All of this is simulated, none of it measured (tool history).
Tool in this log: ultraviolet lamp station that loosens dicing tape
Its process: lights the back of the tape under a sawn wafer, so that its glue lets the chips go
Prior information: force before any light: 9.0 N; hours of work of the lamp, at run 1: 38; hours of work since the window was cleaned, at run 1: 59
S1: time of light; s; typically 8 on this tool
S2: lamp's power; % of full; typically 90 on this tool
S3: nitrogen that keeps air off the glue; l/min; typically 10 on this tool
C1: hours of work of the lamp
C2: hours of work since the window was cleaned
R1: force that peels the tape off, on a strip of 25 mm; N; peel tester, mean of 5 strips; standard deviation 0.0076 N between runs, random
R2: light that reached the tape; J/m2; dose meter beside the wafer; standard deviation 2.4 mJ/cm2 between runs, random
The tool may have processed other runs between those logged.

| run | hour | S1 | S2 | S3 | C1 | C2 | R1 | R2 |
|---|---|---|---|---|---|---|---|---|
| 1 | 0 | 8 | 90 | 10 | 38 | 59 | 0.306 | 2380 |
| 2 | 9.1 | 8 | 90 | 10 | 42 | 63 | 0.308 | 2430 |
| 3 | 14.7 | 8 | 90 | 10 | 45 | 66 | 0.293 | 2440 |
| 4 | 19.7 | 8 | 90 | 10 | 47 | 68 | 0.294 | 2430 |
| 5 | 24 | 8 | 90 | 10 | 49 | 70 | 0.3 | 2430 |
| 6 | 30.7 | 8 | 90 | 10 | 53 | 73 | 0.303 | 2490 |
| 7 | 39.6 | 8 | 90 | 11 | 57 | 78 | 0.295 | 2400 |
| 8 | 47.7 | 8 | 90 | 11 | 61 | 81 | 0.288 | 2400 |
| 9 | 53.2 | 8 | 90 | 11 | 63 | 84 | 0.283 | 2470 |
| 10 | 57.4 | 8 | 90 | 11 | 65 | 86 | 0.285 | 2410 |
| 11 | 62.1 | 8 | 66 | 20 | 67 | 88 | 0.36 | 1760 |
| 12 | 69.4 | 12 | 71 | 15 | 71 | 92 | 0.246 | 2830 |
|  | 70.6 | window cleaned of glue's vapour |
| 13 | 77.3 | 6 | 71 | 5 | 74 | 3 | 1.205 | 1410 |
| 14 | 86 | 15 | 61 | 5 | 78 | 7 | 0.303 | 3030 |
| 15 | 93.6 | 15 | 61 | 5 | 82 | 11 | 0.306 | 3010 |
| 16 | 100.9 | 12 | 81 | 4 | 85 | 14 | 0.302 | 3230 |
| 17 | 109.8 | 12 | 81 | 4 | 90 | 18 | 0.321 | 3230 |
|  | 114.9 | window cleaned of glue's vapour, once more |
| 18 | 116.9 | 4 | 76 | 10 | 93 | 1 | 1.404 | 1040 |
| 19 | 122.7 | 15 | 87 | 17 | 95 | 4 | 0.225 | 4450 |

Run 20 comes next. What will it give?
| 20 | 129.3 | 16 | 82 | 18 | 98 | 7 | ? | ? |

{"run 20": {"R1": 0.226, "R2": 4430}}
Had the tool carried no hidden state, the very same run would have given R1 0.226 N, R2 4610 J/m2.
